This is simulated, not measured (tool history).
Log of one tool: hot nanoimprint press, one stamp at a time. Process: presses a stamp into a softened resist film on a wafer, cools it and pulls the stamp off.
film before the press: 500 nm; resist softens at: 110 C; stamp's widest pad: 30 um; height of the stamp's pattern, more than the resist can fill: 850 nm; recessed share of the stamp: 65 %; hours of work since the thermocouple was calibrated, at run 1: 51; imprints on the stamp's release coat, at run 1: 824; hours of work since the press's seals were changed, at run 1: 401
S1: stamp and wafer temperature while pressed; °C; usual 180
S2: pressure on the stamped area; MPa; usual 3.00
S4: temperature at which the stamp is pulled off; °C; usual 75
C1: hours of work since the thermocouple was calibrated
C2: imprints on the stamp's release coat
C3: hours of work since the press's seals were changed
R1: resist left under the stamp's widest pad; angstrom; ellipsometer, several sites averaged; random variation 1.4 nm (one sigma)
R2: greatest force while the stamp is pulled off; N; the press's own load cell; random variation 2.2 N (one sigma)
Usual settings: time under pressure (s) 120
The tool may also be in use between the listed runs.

Run 1, hour 0.0: usual settings; C1 51; C2 824; C3 401. Result: R1 2803 angstrom, R2 109 N.
Run 2, hour 13.8: usual settings; C1 60; C2 871; C3 409. Result: R1 2786 angstrom, R2 108 N.
Run 3, hour 29.8: usual settings; C1 70; C2 926; C3 419. Result: R1 2803 angstrom, R2 109 N.
Run 4, hour 38.8: usual settings; C1 75; C2 956; C3 425. Result: R1 2779 angstrom, R2 115 N.
Run 5, hour 53.2: usual settings; C1 84; C2 1005; C3 434. Result: R1 2765 angstrom, R2 115 N.
Run 6, hour 61.5: usual settings but S4 77 °C; C1 89; C2 1034; C3 439. Result: R1 2782 angstrom, R2 110 N.
Run 7, hour 71.0: usual settings but S4 77 °C; C1 95; C2 1066; C3 445. Result: R1 2775 angstrom, R2 111 N.
Run 8, hour 84.1: usual settings; C1 103; C2 1111; C3 453. Result: R1 2794 angstrom, R2 108 N.
Run 9, hour 94.7: usual settings; C1 109; C2 1147; C3 459. Result: R1 2802 angstrom, R2 116 N.
Run 10, hour 112.8: usual settings but time under pressure (s) 230; C1 121; C2 1208; C3 470. Result: R1 2185 angstrom, R2 117 N.
Run 11, hour 124.0: usual settings but time under pressure (s) 200; C1 127; C2 1246; C3 477. Result: R1 2334 angstrom, R2 119 N.
Run 12, hour 139.7: usual settings but time under pressure (s) 200; C1 137; C2 1299; C3 487. Result: R1 2327 angstrom, R2 114 N.
Run 13, hour 152.8: usual settings but time under pressure (s) 200; C1 145; C2 1344; C3 495. Result: R1 2315 angstrom, R2 115 N.
At hour 163.7: stamp cleaned and given a new release coat.
Run 14, hour 177.2: usual settings but S4 66 °C; C1 156; C2 46; C3 506. Result: R1 2801 angstrom, R2 116 N.
Run 15, hour 191.2: usual settings but S4 66 °C; C1 165; C2 93; C3 515. Result: R1 2813 angstrom, R2 114 N.
Run 16, hour 203.5: usual settings but S4 66 °C; C1 173; C2 135; C3 522. Result: R1 2815 angstrom, R2 122 N.
Run 17, hour 215.9: usual settings but S4 66 °C; C1 180; C2 177; C3 530. Result: R1 2823 angstrom, R2 113 N.
Run 18, hour 225.9: usual settings but S1 178 °C, time under pressure (s) 197, S4 67 °C; C1 186; C2 211; C3 536. Result: R1 2493 angstrom, R2 116 N.
Run 19, hour 243.2: usual settings but S1 178 °C, S2 3.60 MPa, time under pressure (s) 152, S4 64 °C; C1 197; C2 270; C3 547. Result: R1 2573 angstrom, R2 120 N.
Run 20, hour 259.8: usual settings but S2 1.92 MPa, time under pressure (s) 70; C1 207; C2 326; C3 557. Result: R1 3698 angstrom, R2 104 N.
Run 21, hour 279.7: usual settings but S2 1.92 MPa, time under pressure (s) 70; C1 219; C2 394; C3 569. Result: R1 3712 angstrom, R2 106 N.
Run 22, hour 293.9: usual settings but S1 185 °C, S2 1.86 MPa, time under pressure (s) 98, S4 60 °C; C1 228; C2 442; C3 578. Result: R1 3062 angstrom, R2 131 N.
Run 23, hour 305.6: usual settings but S1 185 °C, S2 1.86 MPa, time under pressure (s) 177, S4 60 °C; C1 235; C2 482; C3 585. Result: R1 2544 angstrom, R2 138 N.
Run 24, hour 318.3: usual settings but time under pressure (s) 159; C1 243; C2 525; C3 593. Result: R1 2547 angstrom, R2 106 N.
Run 25, hour 336.3: usual settings but S1 183 °C, time under pressure (s) 159, S4 66 °C; C1 254; C2 587; C3 604. Result: R1 2346 angstrom, R2 127 N.
Run 26, hour 346.0: usual settings but S1 183 °C, S2 4.36 MPa, S4 66 °C; C1 260; C2 620; C3 610. Result: R1 2266 angstrom, R2 125 N.
Run 27, hour 362.3: usual settings but S1 189 °C, time under pressure (s) 67, S4 79 °C; C1 270; C2 675; C3 620. Result: R1 2727 angstrom, R2 103 N.
Run 28, hour 371.9: usual settings but S1 189 °C, time under pressure (s) 157, S4 65 °C; C1 276; C2 708; C3 626. Result: R1 1962 angstrom, R2 125 N.
Run 29, hour 389.0: usual settings but S1 186 °C, time under pressure (s) 219, S4 76 °C; C1 287; C2 766; C3 636. Result: R1 1880 angstrom, R2 107 N.
Run 30, hour 407.9: usual settings but S1 189 °C, S2 2.31 MPa, time under pressure (s) 103, S4 65 °C; C1 298; C2 830; C3 648. Result: R1 2572 angstrom, R2 131 N.
Run 31, hour 418.3: usual settings but S1 184 °C, S2 3.29 MPa; C1 305; C2 866; C3 654. Result: R1 2461 angstrom, R2 110 N.

How the hidden state differs across the entries between the runs, from the last listed run before each to the first after it:
Between runs 13 and 14: stamp cleaned and given a new release coat (hour 163.7)
  true temperature over the reading, C: -0.15 -> -0.17; pressure that arrives at the usual setting, %: 96.6 -> 96.51; grip of the stamp's worn release coat, % over a new coat's: 21.7 -> 0.7
  measured less the result without the state, R1: +42 -> +47 angstrom; R2: +21 -> +2 N

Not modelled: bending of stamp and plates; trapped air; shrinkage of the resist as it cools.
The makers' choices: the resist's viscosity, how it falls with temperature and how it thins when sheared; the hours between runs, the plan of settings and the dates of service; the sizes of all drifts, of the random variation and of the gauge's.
